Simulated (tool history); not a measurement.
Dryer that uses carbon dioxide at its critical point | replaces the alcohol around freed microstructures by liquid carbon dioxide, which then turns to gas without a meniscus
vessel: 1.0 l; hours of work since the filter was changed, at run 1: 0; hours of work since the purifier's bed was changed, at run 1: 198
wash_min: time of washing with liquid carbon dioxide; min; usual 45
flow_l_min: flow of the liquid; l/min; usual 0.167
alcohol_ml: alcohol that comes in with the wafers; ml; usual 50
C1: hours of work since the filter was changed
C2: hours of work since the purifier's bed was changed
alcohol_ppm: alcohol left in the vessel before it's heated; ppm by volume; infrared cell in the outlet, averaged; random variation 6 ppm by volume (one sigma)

run 1 day=0.000 | wash_min=45 flow_l_min=0.167 alcohol_ml=50 | C1=0 C2=198 | alcohol_ppm=295
run 2 day=1.971 | wash_min=40 flow_l_min=0.167 alcohol_ml=50 | C1=36 C2=234 | alcohol_ppm=514
run 3 day=2.938 | wash_min=40 flow_l_min=0.167 alcohol_ml=50 | C1=53 C2=251 | alcohol_ppm=573
run 4 day=4.900 | wash_min=40 flow_l_min=0.167 alcohol_ml=50 | C1=89 C2=287 | alcohol_ppm=618
run 5 day=6.238 | wash_min=33 flow_l_min=0.167 alcohol_ml=50 | C1=113 C2=311 | alcohol_ppm=1352
run 6 day=7.325 | wash_min=45 flow_l_min=0.167 alcohol_ml=69 | C1=133 C2=331 | alcohol_ppm=594
-- day=9.400 inlet filter changed
run 7 day=9.479 | wash_min=53 flow_l_min=0.167 alcohol_ml=50 | C1=1 C2=369 | alcohol_ppm=214
run 8 day=10.938 | wash_min=53 flow_l_min=0.167 alcohol_ml=50 | C1=28 C2=396 | alcohol_ppm=244
run 9 day=12.562 | wash_min=53 flow_l_min=0.167 alcohol_ml=50 | C1=57 C2=425 | alcohol_ppm=263
run 10 day=13.783 | wash_min=53 flow_l_min=0.167 alcohol_ml=50 | C1=80 C2=447 | alcohol_ppm=277
run 11 day=15.350 | wash_min=53 flow_l_min=0.167 alcohol_ml=50 | C1=108 C2=476 | alcohol_ppm=314
run 12 day=17.508 | wash_min=53 flow_l_min=0.167 alcohol_ml=50 | C1=147 C2=515 | alcohol_ppm=331
-- day=18.917 inlet filter changed
run 13 day=19.812 | wash_min=53 flow_l_min=0.167 alcohol_ml=50 | C1=16 C2=556 | alcohol_ppm=288
run 14 day=22.146 | wash_min=53 flow_l_min=0.167 alcohol_ml=50 | C1=59 C2=599 | alcohol_ppm=307
run 15 day=23.108 | wash_min=47 flow_l_min=0.167 alcohol_ml=32 | C1=76 C2=616 | alcohol_ppm=369
run 16 day=25.092 | wash_min=40 flow_l_min=0.112 alcohol_ml=32 | C1=112 C2=652 | alcohol_ppm=1821
run 17 day=27.350 | wash_min=45 flow_l_min=0.195 alcohol_ml=22 | C1=153 C2=693 | alcohol_ppm=312

The next listed run, before its measurement:
-- day=28.358 inlet filter changed
run 18 day=29.025 | wash_min=45 flow_l_min=0.139 alcohol_ml=50 | C1=12 C2=723 | alcohol_ppm=?

alcohol_ppm: 816 ppm by volume
Without the tool's hidden state the same run would have given alcohol_ppm 531 ppm by volume.

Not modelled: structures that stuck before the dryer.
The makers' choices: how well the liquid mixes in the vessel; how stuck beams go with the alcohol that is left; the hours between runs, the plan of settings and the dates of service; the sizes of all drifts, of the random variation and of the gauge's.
